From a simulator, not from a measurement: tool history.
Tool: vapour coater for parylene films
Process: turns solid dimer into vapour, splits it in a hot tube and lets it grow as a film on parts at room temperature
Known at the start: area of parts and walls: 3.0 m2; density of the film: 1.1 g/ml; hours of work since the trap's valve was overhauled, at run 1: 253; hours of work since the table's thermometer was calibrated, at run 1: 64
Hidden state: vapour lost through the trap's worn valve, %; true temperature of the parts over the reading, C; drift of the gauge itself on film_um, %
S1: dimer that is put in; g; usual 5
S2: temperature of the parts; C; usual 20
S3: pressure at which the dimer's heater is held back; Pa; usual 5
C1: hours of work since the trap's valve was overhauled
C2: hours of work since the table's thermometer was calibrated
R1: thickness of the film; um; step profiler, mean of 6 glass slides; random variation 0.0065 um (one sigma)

| run | hour | S1 | S2 | S3 | C1 | C2 | R1 |
|---|---|---|---|---|---|---|---|
| 1 | 0 | 5 | 20 | 5 | 253 | 64 | 1.15 |
| 2 | 14.9 | 5 | 20 | 5 | 261 | 72 | 1.162 |
| 3 | 21.7 | 5 | 20 | 5 | 264 | 75 | 1.161 |
| 4 | 32 | 5 | 20 | 5 | 269 | 80 | 1.177 |
| 5 | 40.1 | 5 | 20 | 5 | 273 | 85 | 1.169 |
| 6 | 51 | 5 | 31 | 5 | 279 | 90 | 0.881 |
| 7 | 59.7 | 5 | 31 | 5 | 283 | 94 | 0.888 |
| 8 | 70.6 | 5 | 31 | 5 | 289 | 100 | 0.89 |
| 9 | 84.3 | 5 | 31 | 11.8 | 296 | 107 | 0.81 |
| 10 | 95.3 | 5 | 20 | 5 | 301 | 112 | 1.164 |
| 11 | 107.9 | 5 | 20 | 5 | 307 | 119 | 1.166 |
| 12 | 120.1 | 8 | 13 | 5 | 314 | 125 | 2.245 |
| 13 | 131.1 | 8 | 13 | 5 | 319 | 130 | 2.25 |
| 14 | 140.5 | 8 | 13 | 5 | 324 | 135 | 2.24 |
| 15 | 152.5 | 5 | 14 | 7.74 | 330 | 141 | 1.307 |
| 16 | 163.7 | 3 | 14 | 5.2 | 335 | 147 | 0.81 |
| 17 | 177.4 | 3 | 16 | 5.2 | 342 | 153 | 0.782 |
| 18 | 192.8 | 3 | 16 | 5.2 | 350 | 161 | 0.78 |
| 19 | 200 | 6 | 31 | 3.29 | 354 | 165 | 1.122 |
| 20 | 215.5 | 6 | 13 | 7.02 | 361 | 173 | 1.634 |
| 21 | 230.5 | 6 | 13 | 7.02 | 369 | 180 | 1.628 |
| 22 | 239.2 | 5 | 19 | 3.68 | 373 | 184 | 1.253 |

Some steps in R1 between neighbouring runs. How much of each would the tool show without its hidden state too (settings, what came in, random variation), and how much is left for the hidden state, with any gauge scatter that isn't in both results?
Run 11 -> 12: S1 5 -> 8, S2 20 -> 13. R1 +1.079 um: hidden state +0.01, all else +1.069.
Run 14 -> 15: S1 8 -> 5, S2 13 -> 14, S3 5 -> 7.74. R1 -0.933 um: hidden state -0.007, all else -0.926.
Run 19 -> 20: S2 31 -> 13, S3 3.29 -> 7.02. R1 +0.512 um: hidden state +0.009, all else +0.503.

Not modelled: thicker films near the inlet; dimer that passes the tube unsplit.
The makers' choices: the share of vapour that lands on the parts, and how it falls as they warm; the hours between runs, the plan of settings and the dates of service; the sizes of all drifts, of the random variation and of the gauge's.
